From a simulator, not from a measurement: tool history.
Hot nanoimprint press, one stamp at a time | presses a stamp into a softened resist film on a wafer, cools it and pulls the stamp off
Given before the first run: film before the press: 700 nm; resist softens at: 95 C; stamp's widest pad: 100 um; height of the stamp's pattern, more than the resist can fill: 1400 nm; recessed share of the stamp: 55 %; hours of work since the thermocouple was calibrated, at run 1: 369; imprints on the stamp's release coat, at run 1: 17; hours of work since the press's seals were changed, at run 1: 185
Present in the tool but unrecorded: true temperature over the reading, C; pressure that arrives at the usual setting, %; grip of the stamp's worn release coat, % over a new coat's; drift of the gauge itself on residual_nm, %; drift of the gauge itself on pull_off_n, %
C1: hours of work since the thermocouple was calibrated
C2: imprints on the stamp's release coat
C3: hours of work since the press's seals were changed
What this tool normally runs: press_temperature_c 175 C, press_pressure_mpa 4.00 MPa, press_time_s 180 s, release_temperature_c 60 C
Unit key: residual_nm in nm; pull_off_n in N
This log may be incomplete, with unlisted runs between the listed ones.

{"run": 1, "hour": 0.0, "press_temperature_c": 175, "press_pressure_mpa": 4.0, "press_time_s": 180, "release_temperature_c": 60, "C1": 369, "C2": 17, "C3": 185, "residual_nm": 262.7, "pull_off_n": 157}
{"run": 2, "hour": 38.9, "press_temperature_c": 175, "press_pressure_mpa": 4.0, "press_time_s": 180, "release_temperature_c": 60, "C1": 393, "C2": 198, "C3": 209, "residual_nm": 268.1, "pull_off_n": 159}
{"run": 3, "hour": 86.9, "press_temperature_c": 175, "press_pressure_mpa": 4.0, "press_time_s": 180, "release_temperature_c": 60, "C1": 421, "C2": 421, "C3": 238, "residual_nm": 271.9, "pull_off_n": 161}
{"run": 4, "hour": 123.4, "press_temperature_c": 175, "press_pressure_mpa": 4.0, "press_time_s": 180, "release_temperature_c": 60, "C1": 444, "C2": 591, "C3": 260, "residual_nm": 272.4, "pull_off_n": 174}
{"run": 5, "hour": 176.5, "press_temperature_c": 175, "press_pressure_mpa": 4.0, "press_time_s": 180, "release_temperature_c": 60, "C1": 476, "C2": 839, "C3": 292, "residual_nm": 270.8, "pull_off_n": 178}
{"run": 6, "hour": 200.4, "press_temperature_c": 175, "press_pressure_mpa": 4.0, "press_time_s": 180, "release_temperature_c": 60, "C1": 490, "C2": 950, "C3": 306, "residual_nm": 270.8, "pull_off_n": 196}
{"hour": 219.7, "done": "plate thermocouple calibrated"}
{"run": 7, "hour": 242.1, "press_temperature_c": 175, "press_pressure_mpa": 4.0, "press_time_s": 180, "release_temperature_c": 60, "C1": 14, "C2": 1130, "C3": 329, "residual_nm": 284.4, "pull_off_n": 197}
{"run": 8, "hour": 272.8, "press_temperature_c": 175, "press_pressure_mpa": 4.0, "press_time_s": 180, "release_temperature_c": 60, "C1": 32, "C2": 1273, "C3": 348, "residual_nm": 280.2, "pull_off_n": 200}
{"run": 9, "hour": 318.7, "press_temperature_c": 175, "press_pressure_mpa": 2.46, "press_time_s": 180, "release_temperature_c": 60, "C1": 60, "C2": 1487, "C3": 376, "residual_nm": 351.7, "pull_off_n": 215}
{"hour": 348.7, "done": "stamp cleaned and given a new release coat"}
{"run": 10, "hour": 369.3, "press_temperature_c": 175, "press_pressure_mpa": 4.0, "press_time_s": 180, "release_temperature_c": 60, "C1": 87, "C2": 96, "C3": 403, "residual_nm": 286.5, "pull_off_n": 161}
{"run": 11, "hour": 420.2, "press_temperature_c": 175, "press_pressure_mpa": 4.0, "press_time_s": 180, "release_temperature_c": 60, "C1": 117, "C2": 333, "C3": 433, "residual_nm": 290.1, "pull_off_n": 167}
{"run": 12, "hour": 457.2, "press_temperature_c": 175, "press_pressure_mpa": 4.0, "press_time_s": 180, "release_temperature_c": 60, "C1": 140, "C2": 506, "C3": 456, "residual_nm": 286.6, "pull_off_n": 175}
{"run": 13, "hour": 491.9, "press_temperature_c": 175, "press_pressure_mpa": 4.0, "press_time_s": 180, "release_temperature_c": 60, "C1": 161, "C2": 667, "C3": 477, "residual_nm": 290.9, "pull_off_n": 186}
{"hour": 518.2, "done": "plate thermocouple calibrated, once more"}
{"run": 14, "hour": 535.8, "press_temperature_c": 175, "press_pressure_mpa": 4.0, "press_time_s": 180, "release_temperature_c": 60, "C1": 11, "C2": 858, "C3": 501, "residual_nm": 256.1, "pull_off_n": 181}
{"run": 15, "hour": 586.1, "press_temperature_c": 175, "press_pressure_mpa": 4.0, "press_time_s": 180, "release_temperature_c": 60, "C1": 41, "C2": 1092, "C3": 532, "residual_nm": 260.0, "pull_off_n": 185}
{"run": 16, "hour": 633.0, "press_temperature_c": 175, "press_pressure_mpa": 4.0, "press_time_s": 180, "release_temperature_c": 59, "C1": 69, "C2": 1310, "C3": 560, "residual_nm": 256.7, "pull_off_n": 192}
{"run": 17, "hour": 672.6, "press_temperature_c": 171, "press_pressure_mpa": 4.0, "press_time_s": 331, "release_temperature_c": 53, "C1": 93, "C2": 1495, "C3": 584, "residual_nm": 232.2, "pull_off_n": 218}
{"hour": 701.7, "done": "stamp cleaned and given a new release coat"}
{"run": 18, "hour": 726.1, "press_temperature_c": 171, "press_pressure_mpa": 4.0, "press_time_s": 331, "release_temperature_c": 53, "C1": 122, "C2": 114, "C3": 612, "residual_nm": 236.3, "pull_off_n": 170}
{"run": 19, "hour": 749.8, "press_temperature_c": 175, "press_pressure_mpa": 4.0, "press_time_s": 193, "release_temperature_c": 52, "C1": 136, "C2": 224, "C3": 627, "residual_nm": 252.8, "pull_off_n": 181}

The next listed run, before its measurement:
{"run": 20, "hour": 788.6, "press_temperature_c": 182, "press_pressure_mpa": 4.0, "press_time_s": 146, "release_temperature_c": 60, "C1": 160, "C2": 405, "C3": 650, "residual_nm": "?", "pull_off_n": "?"}

residual_nm: 227.0 nm
pull_off_n: 165 N
Take away the tool's hidden state, keep the run-to-run variation as it was, and the same run would have given residual_nm 217.1 nm, pull_off_n 150 N.

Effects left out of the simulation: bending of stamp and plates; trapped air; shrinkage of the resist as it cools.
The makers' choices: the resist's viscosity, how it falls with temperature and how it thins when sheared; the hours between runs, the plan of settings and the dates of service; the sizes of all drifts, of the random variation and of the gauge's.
